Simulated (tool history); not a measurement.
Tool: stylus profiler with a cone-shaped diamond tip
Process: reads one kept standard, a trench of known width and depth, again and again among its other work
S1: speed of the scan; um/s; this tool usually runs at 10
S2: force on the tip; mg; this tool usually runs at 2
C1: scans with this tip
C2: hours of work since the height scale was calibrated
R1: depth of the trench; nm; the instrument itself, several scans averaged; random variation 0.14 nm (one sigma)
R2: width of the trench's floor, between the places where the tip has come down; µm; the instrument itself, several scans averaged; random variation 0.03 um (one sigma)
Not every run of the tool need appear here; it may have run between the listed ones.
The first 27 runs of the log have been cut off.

Run 28, day 80.983: usual settings but S1 34 um/s, S2 1.47 mg; C1 18949; C2 544. Result: R1 504.12 nm, R2 95.71 µm.
Run 29, day 83.592: usual settings but S1 4 um/s, S2 0.94 mg; C1 19161; C2 585. Result: R1 502.6 nm, R2 95.89 µm.
Run 30, day 85.733: usual settings but S1 4 um/s, S2 0.94 mg; C1 19336; C2 618. Result: R1 502.42 nm, R2 95.8 µm.
Run 31, day 88.079: usual settings but S1 4 um/s, S2 2.41 mg; C1 19527; C2 654. Result: R1 506.09 nm, R2 95.87 µm.
Run 32, day 90.567: usual settings but S2 1.35 mg; C1 19730; C2 692. Result: R1 503.6 nm, R2 95.79 µm.
Run 33, day 93.142: usual settings but S1 39 um/s, S2 1.25 mg; C1 19939; C2 732. Result: R1 502.88 nm, R2 95.61 µm.
Run 34, day 96.208: usual settings but S1 21 um/s, S2 2.19 mg; C1 20189; C2 779. Result: R1 505.05 nm, R2 95.75 µm.
Run 35, day 99.646: usual settings but S1 21 um/s, S2 2.19 mg; C1 20469; C2 832. Result: R1 505.39 nm, R2 95.73 µm.
Run 36, day 102.658: usual settings but S1 2 um/s, S2 1.84 mg; C1 20715; C2 879. Result: R1 504.14 nm, R2 95.78 µm.
Run 37, day 105.796: usual settings but S1 8 um/s, S2 4.51 mg; C1 20970; C2 927. Result: R1 509.18 nm, R2 95.8 µm.
Run 38, day 109.221: usual settings but S1 8 um/s, S2 4.51 mg; C1 21249; C2 980. Result: R1 509.31 nm, R2 95.78 µm.

3 ways to go on from here, each from the tool as it stands after run 38. What would each give?
Run A, day 111.771: usual settings but S1 21 um/s, S2 1.01 mg; C1 21457; C2 1020. Result: R1 ?, R2 ?.
Run B, day 111.771: usual settings but S1 7 um/s, S2 1.43 mg; C1 21457; C2 1020. Result: R1 ?, R2 ?.
Run C, day 111.771: usual settings but S1 35 um/s, S2 1.17 mg; C1 21457; C2 1020. Result: R1 ?, R2 ?.

run      R1     R2
  A  501.68  95.58
  B  502.59  95.72
  C  502.38  95.51
Without the tool's hidden state the same runs would have given:
run      R1     R2
  A  504.48  97.17
  B  505.39  97.31
  C  505.18   97.1

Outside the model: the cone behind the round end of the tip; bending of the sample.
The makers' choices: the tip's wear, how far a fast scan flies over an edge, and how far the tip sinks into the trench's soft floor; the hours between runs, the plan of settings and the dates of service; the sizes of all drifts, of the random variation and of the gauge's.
